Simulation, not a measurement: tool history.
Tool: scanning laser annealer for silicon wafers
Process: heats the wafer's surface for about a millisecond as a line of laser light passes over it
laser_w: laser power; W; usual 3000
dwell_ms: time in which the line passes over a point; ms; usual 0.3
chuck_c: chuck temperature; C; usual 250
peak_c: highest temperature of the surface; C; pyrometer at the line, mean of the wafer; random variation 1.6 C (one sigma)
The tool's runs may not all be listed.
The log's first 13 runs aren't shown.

run	hour	laser_w	dwell_ms	chuck_c	peak_c
# hour 185.6: optics aligned, line set to its width
14	185.6	3000	0.3	250	979
15	196.5	3000	0.3	214	944
16	216.1	3000	0.3	214	939
17	225.7	3000	0.346	250	1030
18	235.2	2903	0.37	245	1026
19	250.4	2737	0.212	250	814
20	270.6	2737	0.212	250	812
21	279	2612	0.3	250	888
22	294.1	2612	0.3	250	890
23	310.9	2612	0.3	250	890
24	324.1	2612	0.3	250	886
25	342.7	3000	0.3	275	997
26	355.5	3000	0.3	275	996
27	369.8	3000	0.3	275	999
28	388.6	2774	0.256	221	840
# hour 402.8: window over the wafer cleaned
29	402.8	2774	0.256	221	871
30	416.3	2752	0.29	231	916
31	432.1	3000	0.243	271	949
32	452.1	3022	0.339	260	1063
33	465.9	3000	0.35	250	1058
34	481.6	3026	0.321	259	1039

3 ways to go on from here, each from the tool as it stands after run 34. What would each give?
A	494	3026	0.343	285	?
B	494	2827	0.377	279	?
C	494	2785	0.3	268	?

run	peak_c
A	1092
B	1075
C	970
Without the tool's hidden state the same runs would have given:
run	peak_c
A	1094
B	1077
C	972
